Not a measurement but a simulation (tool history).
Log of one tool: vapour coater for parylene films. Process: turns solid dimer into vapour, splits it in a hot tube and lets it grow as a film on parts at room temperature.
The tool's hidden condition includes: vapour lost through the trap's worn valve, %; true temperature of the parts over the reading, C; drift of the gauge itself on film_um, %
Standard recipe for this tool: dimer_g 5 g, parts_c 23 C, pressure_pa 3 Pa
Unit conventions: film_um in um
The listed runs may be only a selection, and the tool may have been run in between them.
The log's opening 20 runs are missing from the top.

| run | day | dimer_g | parts_c | pressure_pa | hours of work since the trap's valve was overhauled | hours of work since the table's thermometer was calibrated | film_um |
|---|---|---|---|---|---|---|---|
|  | 24.2 | table's thermometer calibrated |
| 21 | 25.529 | 3 | 22 | 2.57 | 361 | 18 | 2.85 |
| 22 | 27.354 | 3 | 22 | 2.57 | 386 | 43 | 2.77 |
| 23 | 28.617 | 3 | 22 | 2.57 | 403 | 60 | 2.78 |
| 24 | 29.729 | 3 | 22 | 2.57 | 418 | 75 | 2.77 |
|  | 30.054 | table's thermometer calibrated, once more |
| 25 | 31.408 | 2 | 23 | 8.09 | 440 | 18 | 1.4 |
| 26 | 33.238 | 7 | 15 | 5.48 | 464 | 43 | 6.77 |
| 27 | 34.296 | 8 | 23 | 2.37 | 479 | 57 | 7.2 |
| 28 | 35.225 | 4 | 19 | 3 | 491 | 70 | 3.87 |
| 29 | 36.646 | 8 | 32 | 5.57 | 510 | 89 | 4.53 |
| 30 | 37.775 | 5 | 23 | 6.72 | 526 | 104 | 3.5 |
| 31 | 38.546 | 5 | 23 | 6.72 | 536 | 115 | 3.51 |

3 ways to go on from here, each from the tool as it stands after run 31. What would each give?
|  | 39.679 | trap's valve overhauled |
| A | 40.117 | 6 | 23 | 3 | 6 | 133 | ? |
|  | 39.679 | trap's valve overhauled |
| B | 40.117 | 5 | 26 | 3 | 6 | 133 | ? |
|  | 39.679 | trap's valve overhauled |
| C | 40.117 | 5 | 25 | 6.72 | 6 | 133 | ? |

| run | film_um |
|---|---|
| A | 5.72 |
| B | 4.25 |
| C | 3.66 |
Without the tool's hidden state the same runs would have given:
| run | film_um |
|---|---|
| A | 5.74 |
| B | 4.26 |
| C | 3.67 |

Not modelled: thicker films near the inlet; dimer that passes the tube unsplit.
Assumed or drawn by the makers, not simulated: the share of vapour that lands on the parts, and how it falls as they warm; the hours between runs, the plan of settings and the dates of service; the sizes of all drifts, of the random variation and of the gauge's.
